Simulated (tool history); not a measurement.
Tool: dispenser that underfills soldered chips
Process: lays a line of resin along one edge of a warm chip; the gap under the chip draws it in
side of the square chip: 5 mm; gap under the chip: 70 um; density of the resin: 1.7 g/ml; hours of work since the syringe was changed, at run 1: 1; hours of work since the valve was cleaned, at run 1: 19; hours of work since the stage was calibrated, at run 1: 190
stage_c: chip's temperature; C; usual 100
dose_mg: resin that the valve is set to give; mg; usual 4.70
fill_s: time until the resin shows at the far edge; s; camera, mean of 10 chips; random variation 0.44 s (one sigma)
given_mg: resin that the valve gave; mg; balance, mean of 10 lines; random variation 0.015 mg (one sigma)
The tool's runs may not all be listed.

run,hour,stage_c,dose_mg,hours of work since the syringe was changed,hours of work since the valve was cleaned,hours of work since the stage was calibrated,fill_s,given_mg
1,0.0,100,4.70,1,19,190,32.0,4.69
# hour 11.1: new syringe of resin
2,11.9,110,4.70,1,28,200,21.9,4.65
# hour 22.6: new syringe of resin
3,22.6,110,4.70,0,37,208,22.3,4.65
4,30.5,103,4.70,6,43,214,38.7,4.64
# hour 33.9: new syringe of resin
5,37.0,103,4.70,2,48,219,31.5,4.63
6,44.5,103,4.70,8,53,225,42.9,4.60
# hour 45.4: new syringe of resin
7,51.8,103,4.70,5,59,230,36.0,4.63
# hour 57.1: new syringe of resin
8,62.7,103,4.70,4,67,238,35.4,4.60
# hour 68.3: new syringe of resin
9,74.9,103,4.70,5,77,248,37.7,4.61
# hour 79.6: new syringe of resin
10,84.7,89,4.70,4,84,255,58.6,4.59
# hour 89.9: dispensing valve cleaned and set on the balance
# hour 92.0: new syringe of resin
11,97.0,111,5.29,4,5,264,25.5,5.24
# hour 103.0: new syringe of resin
12,107.3,111,5.29,3,13,272,24.2,5.24
13,112.9,111,5.29,8,17,276,31.0,5.23
# hour 114.1: new syringe of resin
14,122.4,95,5.54,7,25,283,51.4,5.47
# hour 125.1: new syringe of resin
15,131.2,111,4.59,5,31,290,26.3,4.52
# hour 136.7: new syringe of resin
16,139.2,85,5.35,2,37,296,62.0,5.25
17,145.0,105,5.45,6,42,300,36.7,5.36
# hour 147.8: new syringe of resin
18,150.6,98,5.45,2,46,305,37.1,5.35
19,158.3,94,4.70,8,52,311,58.6,4.61
# hour 159.7: new syringe of resin
20,168.4,109,5.41,7,60,318,31.6,5.29

How the hidden state differs across the entries between the runs, from the last listed run before each to the first after it:
Between runs 1 and 2: new syringe of resin (hour 11.1)
  resin's viscosity, % of fresh resin's: 102 -> 102.7; dose that the valve gives, % of what is set: 99.43 -> 99.15; true chip temperature over the reading, C: 0.35 -> 0.38
  measured less the result without the state, fill_s: +0.3 -> +0.3 s; given_mg: -0.03 -> -0.04 mg
Between runs 2 and 3: new syringe of resin (hour 22.6)
  resin's viscosity, % of fresh resin's: 102.7 -> 101; dose that the valve gives, % of what is set: 99.15 -> 98.91; true chip temperature over the reading, C: 0.38 -> 0.4
  measured less the result without the state, fill_s: +0.3 -> -0.1 s; given_mg: -0.04 -> -0.06 mg
Between runs 4 and 5: new syringe of resin (hour 33.9)
  resin's viscosity, % of fresh resin's: 139.2 -> 113.3; dose that the valve gives, % of what is set: 98.7 -> 98.55; true chip temperature over the reading, C: 0.43 -> 0.44
  measured less the result without the state, fill_s: +10.5 -> +3.3 s; given_mg: -0.06 -> -0.06 mg
Between runs 6 and 7: new syringe of resin (hour 45.4)
  resin's viscosity, % of fresh resin's: 153.5 -> 130; dose that the valve gives, % of what is set: 98.37 -> 98.22; true chip temperature over the reading, C: 0.47 -> 0.48
  measured less the result without the state, fill_s: +14.6 -> +8.0 s; given_mg: -0.08 -> -0.09 mg
Between runs 7 and 8: new syringe of resin (hour 57.1)
  resin's viscosity, % of fresh resin's: 130 -> 125.6; dose that the valve gives, % of what is set: 98.22 -> 97.95; true chip temperature over the reading, C: 0.48 -> 0.51
  measured less the result without the state, fill_s: +8.0 -> +6.7 s; given_mg: -0.09 -> -0.10 mg
Between runs 8 and 9: new syringe of resin (hour 68.3)
  resin's viscosity, % of fresh resin's: 125.6 -> 133; dose that the valve gives, % of what is set: 97.95 -> 97.66; true chip temperature over the reading, C: 0.51 -> 0.54
  measured less the result without the state, fill_s: +6.7 -> +8.8 s; given_mg: -0.10 -> -0.11 mg
Between runs 9 and 10: new syringe of resin (hour 79.6)
  resin's viscosity, % of fresh resin's: 133 -> 123.4; dose that the valve gives, % of what is set: 97.66 -> 97.43; true chip temperature over the reading, C: 0.54 -> 0.57
  measured less the result without the state, fill_s: +8.8 -> +10.3 s; given_mg: -0.11 -> -0.12 mg
Between runs 10 and 11: dispensing valve cleaned and set on the balance (hour 89.9); new syringe of resin (hour 92.0)
  resin's viscosity, % of fresh resin's: 123.4 -> 122; dose that the valve gives, % of what is set: 97.43 -> 99.46; true chip temperature over the reading, C: 0.57 -> 0.6
  measured less the result without the state, fill_s: +10.3 -> +4.1 s; given_mg: -0.12 -> -0.03 mg
Between runs 11 and 12: new syringe of resin (hour 103.0)
  resin's viscosity, % of fresh resin's: 122 -> 119.4; dose that the valve gives, % of what is set: 99.46 -> 99.21; true chip temperature over the reading, C: 0.6 -> 0.63
  measured less the result without the state, fill_s: +4.1 -> +3.6 s; given_mg: -0.03 -> -0.04 mg
Between runs 13 and 14: new syringe of resin (hour 114.1)
  resin's viscosity, % of fresh resin's: 149.6 -> 138; dose that the valve gives, % of what is set: 99.08 -> 98.87; true chip temperature over the reading, C: 0.64 -> 0.67
  measured less the result without the state, fill_s: +9.9 -> +13.2 s; given_mg: -0.05 -> -0.06 mg
Between runs 14 and 15: new syringe of resin (hour 125.1)
  resin's viscosity, % of fresh resin's: 138 -> 129; dose that the valve gives, % of what is set: 98.87 -> 98.64; true chip temperature over the reading, C: 0.67 -> 0.69
  measured less the result without the state, fill_s: +13.2 -> +5.6 s; given_mg: -0.06 -> -0.06 mg
Between runs 15 and 16: new syringe of resin (hour 136.7)
  resin's viscosity, % of fresh resin's: 129 -> 112.3; dose that the valve gives, % of what is set: 98.64 -> 98.46; true chip temperature over the reading, C: 0.69 -> 0.72
  measured less the result without the state, fill_s: +5.6 -> +5.2 s; given_mg: -0.06 -> -0.09 mg
Between runs 17 and 18: new syringe of resin (hour 147.8)
  resin's viscosity, % of fresh resin's: 141.6 -> 110.1; dose that the valve gives, % of what is set: 98.31 -> 98.19; true chip temperature over the reading, C: 0.73 -> 0.75
  measured less the result without the state, fill_s: +10.1 -> +2.5 s; given_mg: -0.10 -> -0.09 mg
Between runs 19 and 20: new syringe of resin (hour 159.7)
  resin's viscosity, % of fresh resin's: 150.6 -> 140.6; dose that the valve gives, % of what is set: 98.03 -> 97.79; true chip temperature over the reading, C: 0.77 -> 0.8
  measured less the result without the state, fill_s: +18.6 -> +8.5 s; given_mg: -0.09 -> -0.12 mg
